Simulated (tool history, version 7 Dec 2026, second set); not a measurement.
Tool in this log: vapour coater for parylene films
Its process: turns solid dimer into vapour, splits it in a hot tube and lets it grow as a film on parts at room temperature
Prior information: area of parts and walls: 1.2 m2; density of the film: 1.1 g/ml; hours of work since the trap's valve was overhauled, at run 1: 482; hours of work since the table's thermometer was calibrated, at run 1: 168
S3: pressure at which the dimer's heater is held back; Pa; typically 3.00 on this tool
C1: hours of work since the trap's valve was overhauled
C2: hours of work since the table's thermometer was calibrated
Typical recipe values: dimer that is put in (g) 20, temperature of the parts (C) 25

Run 1, hour 0.0: usual settings; C1 482; C2 168. Result: thickness of the film (µm) 10.69.
Run 2, hour 14.4: usual settings but S3 3.40 Pa; C1 491; C2 178. Result: thickness of the film (µm) 10.52.
Run 3, hour 27.9: usual settings; C1 500; C2 187. Result: thickness of the film (µm) 10.67.
Run 4, hour 42.1: usual settings; C1 509; C2 196. Result: thickness of the film (µm) 10.66.
Run 5, hour 49.7: usual settings; C1 514; C2 201. Result: thickness of the film (µm) 10.68.
Run 6, hour 63.3: usual settings but S3 9.87 Pa; C1 523; C2 210. Result: thickness of the film (µm) 9.02.
Run 7, hour 78.8: usual settings but S3 9.87 Pa; C1 534; C2 220. Result: thickness of the film (µm) 9.00.
Run 8, hour 91.0: usual settings but S3 9.87 Pa; C1 542; C2 228. Result: thickness of the film (µm) 8.99.
Run 9, hour 97.6: usual settings but S3 9.87 Pa; C1 546; C2 233. Result: thickness of the film (µm) 9.01.
Run 10, hour 108.8: usual settings but S3 9.87 Pa; C1 553; C2 240. Result: thickness of the film (µm) 9.01.
Run 11, hour 117.2: usual settings but temperature of the parts (C) 23, S3 9.87 Pa; C1 559; C2 246. Result: thickness of the film (µm) 9.28.
Run 12, hour 126.2: usual settings but temperature of the parts (C) 23, S3 9.87 Pa; C1 565; C2 251. Result: thickness of the film (µm) 9.28.
At hour 139.9: trap's valve overhauled.
Run 13, hour 145.0: usual settings but dimer that is put in (g) 10; C1 3; C2 261. Result: thickness of the film (µm) 5.11.
Run 14, hour 153.3: usual settings but S3 9.45 Pa; C1 9; C2 267. Result: thickness of the film (µm) 8.68.
Run 15, hour 161.2: usual settings but S3 9.45 Pa; C1 14; C2 272. Result: thickness of the film (µm) 8.68.
Run 16, hour 168.6: usual settings but S3 9.45 Pa; C1 19; C2 277. Result: thickness of the film (µm) 8.64.
Run 17, hour 180.7: usual settings but S3 9.45 Pa; C1 27; C2 285. Result: thickness of the film (µm) 8.66.
Run 18, hour 194.9: usual settings but S3 9.45 Pa; C1 36; C2 294. Result: thickness of the film (µm) 8.64.
At hour 200.2: trap's valve overhauled, once more.
Run 19, hour 205.4: usual settings but S3 9.45 Pa; C1 3; C2 298. Result: thickness of the film (µm) 9.60.
Run 20, hour 216.8: usual settings but S3 9.45 Pa; C1 11; C2 306. Result: thickness of the film (µm) 9.66.
Run 21, hour 226.2: usual settings but S3 9.45 Pa; C1 17; C2 312. Result: thickness of the film (µm) 9.60.
Run 22, hour 237.0: usual settings; C1 24; C2 319. Result: thickness of the film (µm) 11.33.
Run 23, hour 246.4: usual settings but temperature of the parts (C) 29, S3 3.61 Pa; C1 30; C2 326. Result: thickness of the film (µm) 10.24.
Run 24, hour 259.3: usual settings but temperature of the parts (C) 28, S3 3.61 Pa; C1 39; C2 334. Result: thickness of the film (µm) 10.47.
Run 25, hour 274.5: usual settings but temperature of the parts (C) 28, S3 2.80 Pa; C1 49; C2 344. Result: thickness of the film (µm) 10.83.
Run 26, hour 281.8: usual settings but dimer that is put in (g) 18, temperature of the parts (C) 28, S3 10.15 Pa; C1 54; C2 349. Result: thickness of the film (µm) 8.06.
Run 27, hour 294.4: usual settings but dimer that is put in (g) 18, temperature of the parts (C) 28, S3 10.15 Pa; C1 62; C2 357. Result: thickness of the film (µm) 8.09.
Run 28, hour 302.6: usual settings but dimer that is put in (g) 18, temperature of the parts (C) 28, S3 2.87 Pa; C1 68; C2 363. Result: thickness of the film (µm) 9.74.
Run 29, hour 313.9: usual settings but dimer that is put in (g) 9, temperature of the parts (C) 17, S3 6.46 Pa; C1 75; C2 370. Result: thickness of the film (µm) 5.28.
Run 30, hour 328.1: usual settings but dimer that is put in (g) 13; C1 84; C2 379. Result: thickness of the film (µm) 7.31.
Run 31, hour 338.4: usual settings but dimer that is put in (g) 13; C1 91; C2 386. Result: thickness of the film (µm) 7.34.
Run 32, hour 348.4: usual settings but dimer that is put in (g) 32, temperature of the parts (C) 34, S3 2.36 Pa; C1 98; C2 393. Result: thickness of the film (µm) 15.78.

The next listed run, before its measurement:
Run 33, hour 357.4: usual settings but dimer that is put in (g) 16, temperature of the parts (C) 34, S3 5.61 Pa; C1 104; C2 399. Result: thickness of the film (µm) ?.

Run 33 came out at thickness of the film (µm) 6.98.
Minus the tool's unlogged condition, the same run would have read thickness of the film (µm) 7.00.
